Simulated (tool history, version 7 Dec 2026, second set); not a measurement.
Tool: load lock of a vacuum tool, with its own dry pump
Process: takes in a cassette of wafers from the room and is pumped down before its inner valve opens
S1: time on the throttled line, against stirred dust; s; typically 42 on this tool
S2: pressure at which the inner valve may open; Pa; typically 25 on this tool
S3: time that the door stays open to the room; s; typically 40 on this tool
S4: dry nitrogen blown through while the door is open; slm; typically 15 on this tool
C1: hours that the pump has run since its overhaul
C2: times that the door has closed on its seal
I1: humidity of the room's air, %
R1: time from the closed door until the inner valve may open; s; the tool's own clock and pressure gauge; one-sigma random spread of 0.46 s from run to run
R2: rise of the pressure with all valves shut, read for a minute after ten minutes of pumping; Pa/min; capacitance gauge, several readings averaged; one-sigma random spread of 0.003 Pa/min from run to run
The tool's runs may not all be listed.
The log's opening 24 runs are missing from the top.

| run | hour | S1 | S2 | S3 | S4 | C1 | C2 | I1 | R1 | R2 |
|---|---|---|---|---|---|---|---|---|---|---|
| 25 | 2917.0 | 46 | 37 | 163 | 4 | 9054 | 47089 | 47.3 | 63.3 | 0.256 |
| 26 | 3008.5 | 46 | 37 | 52 | 4 | 9146 | 47540 | 46.3 | 63.0 | 0.164 |
| 27 | 3186.2 | 30 | 32 | 52 | 7 | 9324 | 48416 | 47.1 | 49.2 | 0.157 |
| 28 | 3319.1 | 30 | 27 | 172 | 7 | 9457 | 49072 | 44.1 | 50.0 | 0.233 |
| 29 | 3400.2 | 75 | 20 | 85 | 36 | 9538 | 49471 | 44.5 | 90.7 | 0.142 |
| 30 | 3512.9 | 75 | 20 | 85 | 36 | 9650 | 50027 | 43.5 | 90.7 | 0.149 |
| 31 | 3652.3 | 75 | 20 | 85 | 36 | 9790 | 50714 | 45.2 | 91.6 | 0.145 |
| 32 | 3791.6 | 75 | 20 | 85 | 36 | 9929 | 51401 | 49.6 | 91.6 | 0.152 |
| 33 | 3944.4 | 62 | 25 | 40 | 17 | 10082 | 52154 | 42.9 | 79.6 | 0.144 |
| 34 | 4032.1 | 84 | 25 | 86 | 13 | 10170 | 52587 | 46.9 | 98.7 | 0.184 |
| 35 | 4130.0 | 84 | 24 | 86 | 14 | 10267 | 53070 | 43.8 | 98.5 | 0.185 |
| 36 | 4231.6 | 79 | 45 | 102 | 11 | 10369 | 53571 | 43.6 | 91.5 | 0.191 |
| 37 | 4312.1 | 79 | 45 | 91 | 6 | 10449 | 53968 | 45.2 | 93.7 | 0.209 |

Consider 3 possible next runs. They are alternatives, not a sequence: every one starts from the tool as it was left by run 37. What does each give?
| A | 4457.0 | 36 | 31 | 40 | 28 | 10594 | 54682 | 44.7 | ? | ? |
| B | 4457.0 | 79 | 18 | 211 | 6 | 10594 | 54682 | 45.9 | ? | ? |
| C | 4457.0 | 79 | 36 | 91 | 6 | 10594 | 54682 | 47.5 | ? | ? |

| run | R1 | R2 |
|---|---|---|
| A | 55.0 | 0.147 |
| B | 95.1 | 0.287 |
| C | 93.4 | 0.217 |
Had the tool no hidden state, the same runs would have come out as:
| run | R1 | R2 |
|---|---|---|
| A | 53.1 | 0.026 |
| B | 93.4 | 0.167 |
| C | 91.9 | 0.097 |

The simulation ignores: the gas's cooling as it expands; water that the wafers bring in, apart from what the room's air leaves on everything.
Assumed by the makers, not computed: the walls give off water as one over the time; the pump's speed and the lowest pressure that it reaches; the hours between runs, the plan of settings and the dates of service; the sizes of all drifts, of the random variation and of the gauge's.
